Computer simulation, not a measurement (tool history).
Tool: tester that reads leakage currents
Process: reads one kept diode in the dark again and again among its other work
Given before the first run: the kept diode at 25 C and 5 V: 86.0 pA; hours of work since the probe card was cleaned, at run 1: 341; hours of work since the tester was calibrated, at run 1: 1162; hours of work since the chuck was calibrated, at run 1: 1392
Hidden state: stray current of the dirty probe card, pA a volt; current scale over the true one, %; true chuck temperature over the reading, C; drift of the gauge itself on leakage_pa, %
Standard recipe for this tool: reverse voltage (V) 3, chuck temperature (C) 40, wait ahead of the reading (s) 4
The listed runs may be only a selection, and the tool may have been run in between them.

run    hour  reverse voltage (V)  chuck temperature (C)  wait ahead of the reading (s)  hours of work since the probe card was cleaned  hours of work since the tester was calibrated  hours of work since the chuck was calibrated  current that the tester gives (pA)
  1       0                    3                     40                              4                                             341                                           1162                                          1392                              165.65
       22.8  -- chuck's temperature calibrated
  2    53.9                    3                     40                           2.34                                             367                                           1188                                            16                              188.78
  3   110.3                    3                     40                           2.34                                             395                                           1216                                            44                              189.12
  4   199.1                    3                     40                              4                                             440                                           1261                                            88                              188.85
  5   295.3                    3                     40                              4                                             488                                           1309                                           136                              187.55
  6   349.5                 8.52                     40                              4                                             515                                           1336                                           163                              319.24
  7   433.1                    3                     40                           6.98                                             557                                           1377                                           205                              186.41
  8   486.9                    3                     40                           6.98                                             584                                           1404                                           232                              186.64
  9   563.8                    3                     40                              4                                             622                                           1443                                           270                              185.59
 10   629.6                    3                     40                              4                                             655                                           1476                                           303                              185.02
 11   722.4                    3                     40                              4                                             701                                           1522                                           349                              184.04
 12   811.2                    3                     48                              4                                             746                                           1566                                           394                              305.71
 13   890.3                    3                     40                              4                                             785                                           1606                                           433                              182.56
 14     964                    3                     40                              4                                             822                                           1643                                           470                              182.84
 15  1041.8                    3                     30                              4                                             861                                           1681                                           509                               95.02
 16  1124.3                    3                     33                              4                                             902                                           1723                                           550                               115.5
 17  1179.9                    3                     33                              4                                             930                                           1750                                           578                              114.79
 18  1242.9                    3                     33                              4                                             961                                           1782                                           609                              114.57
 19  1290.1                    3                     33                              4                                             985                                           1805                                           633                              114.37
 20  1381.4                14.05                     41                           0.39                                            1030                                           1851                                           679                              438.87
     1427.2  -- probe card cleaned and baked
 21  1427.2                 1.56                     41                           2.71                                               0                                           1872                                           700                              132.81
 22  1489.1                 1.56                     41                           2.71                                              31                                           1903                                           731                               132.9
 23  1554.8                 7.32                     37                           0.39                                              64                                           1936                                           764                              224.05
 24  1635.9                 7.32                     37                           0.39                                             104                                           1977                                           804                              223.39
 25  1700.1                    3                     22                           7.93                                             136                                           2009                                           836                               48.26
 26  1762.6                 1.29                     22                           0.42                                             167                                           2040                                           867                               31.33
 27  1869.1                 1.29                     22                           0.42                                             221                                           2093                                           921                               31.58
 28  1936.8                    3                     23                              4                                             255                                           2127                                           954                               52.19
 29  2005.9                    3                     23                              4                                             289                                           2161                                           989                               52.06
 30    2079                  3.9                     52                           0.55                                             326                                           2198                                          1025                              417.09
 31  2131.2                 3.21                     58                           1.64                                             352                                           2224                                          1051                              541.56
 32    2193                 1.18                     40                           6.39                                             382                                           2255                                          1082                              103.85
 33  2290.6                 1.18                     39                           6.39                                             431                                           2304                                          1131                               97.25
 34  2366.4                 1.18                     39                           6.39                                             469                                           2341                                          1169                               96.96
 35  2456.5                    3                     31                           9.23                                             514                                           2386                                          1214                               91.28
 36  2505.9                11.29                     31                           0.45                                             539                                           2411                                          1239                              186.89

Each row is a separate what-if for the run after 36, all from the same tool condition, not one after another. Results?
  A  2552.7                11.29                     25                           0.45                                             562                                           2435                                          1262                                   ?
  B  2552.7                11.29                     31                            3.5                                             562                                           2435                                          1262                                   ?
  C  2552.7                    3                     43                              4                                             562                                           2435                                          1262                                   ?
  D  2552.7                11.29                     31                            1.9                                             562                                           2435                                          1262                                   ?

run  current that the tester gives (pA)
  A                              127.78
  B                              184.49
  C                              202.06
  D                              184.31
Take away the tool's hidden state, keep each run's random variation, and the runs would have read:
run  current that the tester gives (pA)
  A                              133.52
  B                              200.03
  C                              230.79
  D                              199.81

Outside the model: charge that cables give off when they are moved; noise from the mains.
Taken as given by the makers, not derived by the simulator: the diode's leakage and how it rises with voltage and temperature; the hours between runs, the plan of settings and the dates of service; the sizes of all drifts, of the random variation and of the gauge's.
